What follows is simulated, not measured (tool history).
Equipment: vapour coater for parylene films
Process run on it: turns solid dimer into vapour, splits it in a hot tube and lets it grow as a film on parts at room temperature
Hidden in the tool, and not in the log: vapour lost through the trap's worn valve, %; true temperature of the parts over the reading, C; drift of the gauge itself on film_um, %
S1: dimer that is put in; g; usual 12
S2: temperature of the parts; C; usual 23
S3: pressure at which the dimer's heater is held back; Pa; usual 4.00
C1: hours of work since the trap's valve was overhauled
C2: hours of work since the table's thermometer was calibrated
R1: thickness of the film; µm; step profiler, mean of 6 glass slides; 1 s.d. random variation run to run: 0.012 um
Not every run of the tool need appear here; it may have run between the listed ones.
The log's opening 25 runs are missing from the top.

run    hour  S1  S2     S3   C1    C2    R1
 26   665.1  17  26  10.45  319  1186  4.10
 27   683.8  14  34   4.25  331  1198  2.76
 28   705.0   7  33   6.74  344  1212  1.38
 29   737.2  18  33   6.74  365  1232  3.53
 30   759.8  18  24   6.88  379  1247  4.76
 31   785.5   8  20   6.88  396  1263  2.44
 32   809.7  13  30   2.24  411  1279  3.08
 33   837.6  13  30   2.24  429  1297  3.08
 34   853.0   8  27   5.17  439  1307  1.95
 35   868.2  12  23   3.44  449  1316  3.50
 36   894.4  12  23   3.44  466  1333  3.48
 37   920.9  12  23   3.21  482  1350  3.50
 38   941.8   9  16   9.42  496  1363  3.03
 39   967.6  18  23   4.00  512  1380  5.13
 40   999.0  12  35   2.06  532  1400  2.39
 41  1018.6  12  35   3.85  545  1413  2.26

5 options for the next run, each taken on its own from the tool as it stands now. Forecast them:
     1038.0  -- trap's valve overhauled
  A  1038.0   8  21  4.00   0  1422   ?
     1038.0  -- trap's valve overhauled
  B  1038.0  12  18  4.00   0  1422   ?
     1038.0  -- trap's valve overhauled
  C  1038.0   5  23  4.00   0  1422   ?
     1038.0  -- trap's valve overhauled
  D  1038.0  12  23  4.00   0  1422   ?
     1038.0  -- trap's valve overhauled
  E  1038.0  12  16  3.85   0  1422   ?

run    R1
  A  2.55
  B  4.26
  C  1.49
  D  3.58
  E  4.59
Had the tool no hidden state, the same runs would have come out as:
run    R1
  A  2.60
  B  4.35
  C  1.52
  D  3.65
  E  4.69
